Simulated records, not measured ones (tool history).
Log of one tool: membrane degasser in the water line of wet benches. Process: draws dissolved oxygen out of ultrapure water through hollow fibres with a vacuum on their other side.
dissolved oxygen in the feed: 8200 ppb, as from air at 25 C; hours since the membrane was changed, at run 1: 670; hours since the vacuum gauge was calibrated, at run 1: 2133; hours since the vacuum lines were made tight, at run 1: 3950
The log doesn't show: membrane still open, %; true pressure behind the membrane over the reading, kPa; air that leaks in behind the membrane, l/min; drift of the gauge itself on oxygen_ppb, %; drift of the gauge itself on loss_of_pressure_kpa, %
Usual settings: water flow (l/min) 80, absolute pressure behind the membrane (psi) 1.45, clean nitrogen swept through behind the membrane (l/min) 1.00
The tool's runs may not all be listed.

run      day  water flow (l/min)  absolute pressure behind the membrane (psi)  clean nitrogen swept through behind the membrane (l/min)  hours since the membrane was changed  hours since the vacuum gauge was calibrated  hours since the vacuum lines were made tight  dissolved oxygen in the water behind the degasser (ppb)  pressure that the water loses in the fibres (psi)
  1    0.000                  80                                         1.45                                                      1.00                                   670                                         2133                                          3950                                                    865.7                                              5.922
  2    6.104                  80                                         1.45                                                      1.00                                   816                                         2279                                          4097                                                    867.6                                              5.938
  3   10.779                  49                                         1.45                                                      1.00                                   928                                         2391                                          4209                                                    613.6                                              3.675
  4   16.842                  49                                         1.45                                                      1.00                                  1074                                         2537                                          4355                                                    617.3                                              3.672
  5   20.550                  49                                         1.45                                                      1.00                                  1163                                         2626                                          4444                                                    616.9                                              3.661
  6   26.838                  49                                         1.45                                                      1.00                                  1314                                         2777                                          4594                                                    615.6                                              3.659
  7   33.512                  80                                         2.18                                                      1.00                                  1474                                         2937                                          4755                                                   1409.2                                              6.028
  8   40.317                  80                                         1.45                                                      1.70                                  1637                                         3100                                          4918                                                    611.7                                              6.079
  9   47.904                  80                                         1.45                                                      1.70                                  1819                                         3282                                          5100                                                    610.2                                              6.051
 10   52.296                  80                                         1.45                                                      0.80                                  1925                                         3388                                          5205                                                    998.5                                              6.051
 11   56.154                  80                                         1.45                                                      0.80                                  2017                                         3480                                          5298                                                   1003.2                                              6.060
 12   59.967                  80                                         1.45                                                      0.80                                  2109                                         3572                                          5390                                                   1001.6                                              6.093
      66.000  -- seals of the vacuum lines changed
 13   67.533                  80                                         1.45                                                      1.00                                  2289                                         3751                                            37                                                    878.2                                              6.080
 14   73.538                  80                                         1.55                                                      1.00                                  2433                                         3896                                           181                                                    951.2                                              6.102
 15   79.208                  80                                         1.45                                                      1.00                                  2569                                         4032                                           317                                                    878.2                                              6.148
 16   85.408                  80                                         1.45                                                      1.00                                  2718                                         4180                                           466                                                    885.6                                              6.076
 17   90.388                  80                                         1.45                                                      1.00                                  2837                                         4300                                           585                                                    884.1                                              6.126
 18   96.779                  80                                         1.45                                                      1.00                                  2990                                         4453                                           739                                                    879.7                                              6.173
 19  104.625                  80                                         1.45                                                      1.00                                  3179                                         4642                                           927                                                    887.2                                              6.163
 20  108.512                  80                                         1.45                                                      1.00                                  3272                                         4735                                          1020                                                    884.0                                              6.125
 21  114.192                  79                                         1.45                                                      0.72                                  3408                                         4871                                          1157                                                   1067.4                                              6.157
 22  118.346                  79                                         1.45                                                      0.91                                  3508                                         4971                                          1256                                                    932.3                                              6.155
 23  125.688                  79                                         1.45                                                      0.91                                  3684                                         5147                                          1432                                                    933.4                                              6.157
 24  129.829                  68                                         1.45                                                      1.71                                  3784                                         5247                                          1532                                                    536.7                                              5.359
 25  137.696                  53                                         1.10                                                      1.00                                  3972                                         5435                                          1721                                                    448.4                                              4.122
 26  142.192                  62                                         2.39                                                      1.04                                  4080                                         5543                                          1829                                                   1304.3                                              4.866
 27  147.796                  80                                         1.45                                                      1.08                                  4215                                         5678                                          1963                                                    847.4                                              6.290
 28  151.812                  80                                         1.45                                                      1.08                                  4311                                         5774                                          2060                                                    854.1                                              6.269
 29  155.375                  80                                         3.58                                                      1.08                                  4397                                         5860                                          2145                                                   2221.3                                              6.276
 30  159.612                  81                                         3.26                                                      2.78                                  4498                                         5961                                          2247                                                   1090.1                                              6.415
 31  167.621                  99                                         1.26                                                      1.00                                  4691                                         6154                                          2439                                                    871.6                                              7.823
 32  171.842                  64                                         2.64                                                      0.46                                  4792                                         6255                                          2540                                                   2340.0                                              5.089

4 ways to go on from here, each from the tool as it stands after run 32. What would each give?
  A  177.971                  94                                         2.38                                                      1.56                                  4939                                         6402                                          2687                                                        ?                                                  ?
  B  177.971                 105                                         1.04                                                      0.82                                  4939                                         6402                                          2687                                                        ?                                                  ?
  C  177.971                 105                                         0.96                                                      1.72                                  4939                                         6402                                          2687                                                        ?                                                  ?
  D  177.971                 100                                         2.64                                                      1.40                                  4939                                         6402                                          2687                                                        ?                                                  ?

run  dissolved oxygen in the water behind the degasser (ppb)  pressure that the water loses in the fibres (psi)
  A                                                   1342.8                                              7.427
  B                                                    786.7                                              8.344
  C                                                    462.0                                              8.289
  D                                                   1660.5                                              7.886
Without the tool's hidden state the same runs would have given:
run  dissolved oxygen in the water behind the degasser (ppb)  pressure that the water loses in the fibres (psi)
  A                                                   1305.6                                              6.886
  B                                                    719.7                                              7.738
  C                                                    410.0                                              7.686
  D                                                   1620.8                                              7.313
